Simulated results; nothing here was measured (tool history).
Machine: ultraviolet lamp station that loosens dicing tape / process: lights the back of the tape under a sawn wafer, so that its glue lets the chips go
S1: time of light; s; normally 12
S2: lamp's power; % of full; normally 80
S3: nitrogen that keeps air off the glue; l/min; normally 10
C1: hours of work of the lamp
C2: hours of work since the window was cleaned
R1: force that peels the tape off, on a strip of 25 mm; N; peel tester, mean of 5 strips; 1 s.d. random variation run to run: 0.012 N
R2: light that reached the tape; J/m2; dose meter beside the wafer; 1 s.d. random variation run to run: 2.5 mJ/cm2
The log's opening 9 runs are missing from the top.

Run 10, hour 87.6: usual settings but S1 9 s; C1 187; C2 201. Result: R1 1.354 N, R2 1970 J/m2.
At hour 88.9: window cleaned of glue's vapour.
Run 11, hour 100.5: usual settings but S1 9 s; C1 196; C2 8. Result: R1 1.371 N, R2 1950 J/m2.
Run 12, hour 108.8: usual settings but S3 7 l/min; C1 202; C2 14. Result: R1 0.958 N, R2 2580 J/m2.
Run 13, hour 114.6: usual settings but S3 16 l/min; C1 206; C2 19. Result: R1 0.617 N, R2 2620 J/m2.
At hour 120: window cleaned of glue's vapour, once more.
Run 14, hour 122.1: usual settings but S3 16 l/min; C1 211; C2 2. Result: R1 0.47 N, R2 2940 J/m2.
Run 15, hour 132.4: usual settings but S3 16 l/min; C1 219; C2 9. Result: R1 0.475 N, R2 2860 J/m2.
Run 16, hour 140.4: usual settings but S3 16 l/min; C1 225; C2 15. Result: R1 0.497 N, R2 2870 J/m2.
Run 17, hour 152.4: usual settings but S3 16 l/min; C1 233; C2 23. Result: R1 0.48 N, R2 2890 J/m2.
Run 18, hour 164.2: usual settings but S3 16 l/min; C1 242; C2 32. Result: R1 0.476 N, R2 2820 J/m2.
Run 19, hour 175.3: usual settings but S3 16 l/min; C1 250; C2 40. Result: R1 0.491 N, R2 2840 J/m2.
Run 20, hour 184.2: usual settings but S1 10 s, S2 92 % of full, S3 16 l/min; C1 256; C2 46. Result: R1 0.555 N, R2 2710 J/m2.
Run 21, hour 193.9: usual settings but S2 70 % of full; C1 263; C2 53. Result: R1 0.855 N, R2 2420 J/m2.
Run 22, hour 205.1: usual settings but S1 18 s, S2 61 % of full; C1 271; C2 61. Result: R1 0.485 N, R2 3220 J/m2.
Run 23, hour 214.1: usual settings but S1 18 s, S2 61 % of full; C1 278; C2 68. Result: R1 0.492 N, R2 3160 J/m2.
Run 24, hour 226.7: usual settings but S1 24 s, S2 94 % of full; C1 287; C2 77. Result: R1 0.214 N, R2 6510 J/m2.
Run 25, hour 239.5: usual settings but S1 11 s, S3 19 l/min; C1 296; C2 86. Result: R1 0.589 N, R2 2540 J/m2.
Run 26, hour 248.2: usual settings but S1 11 s, S3 19 l/min; C1 303; C2 93. Result: R1 0.59 N, R2 2520 J/m2.
Run 27, hour 254.4: usual settings but S1 11 s, S3 19 l/min; C1 307; C2 97. Result: R1 0.605 N, R2 2520 J/m2.
Run 28, hour 265.5: usual settings but S1 8 s, S2 100 % of full, S3 9 l/min; C1 315; C2 105. Result: R1 1.094 N, R2 2290 J/m2.
Run 29, hour 274.8: usual settings but S1 23 s, S2 78 % of full, S3 15 l/min; C1 322; C2 112. Result: R1 0.24 N, R2 5110 J/m2.
Run 30, hour 283.1: usual settings but S1 8 s, S2 63 % of full, S3 9 l/min; C1 328; C2 118. Result: R1 2.432 N, R2 1380 J/m2.
Run 31, hour 289.4: usual settings but S1 7 s; C1 332; C2 122. Result: R1 2.009 N, R2 1580 J/m2.
Run 32, hour 295.7: usual settings but S1 7 s; C1 337; C2 127. Result: R1 2.025 N, R2 1580 J/m2.
Run 33, hour 308: usual settings but S1 7 s; C1 346; C2 136. Result: R1 2.073 N, R2 1560 J/m2.
Run 34, hour 318.6: usual settings; C1 353; C2 144. Result: R1 0.748 N, R2 2680 J/m2.

Predict the results of run 35:
Run 35, hour 329: usual settings but S1 13 s, S2 74 % of full, S3 3 l/min; C1 361; C2 151. Result: R1 ?, R2 ?.

Run 35 gave R1 1.622 N, R2 2690 J/m2.
With no hidden state in the tool, this same run would have given R1 1.277 N, R2 3060 J/m2.

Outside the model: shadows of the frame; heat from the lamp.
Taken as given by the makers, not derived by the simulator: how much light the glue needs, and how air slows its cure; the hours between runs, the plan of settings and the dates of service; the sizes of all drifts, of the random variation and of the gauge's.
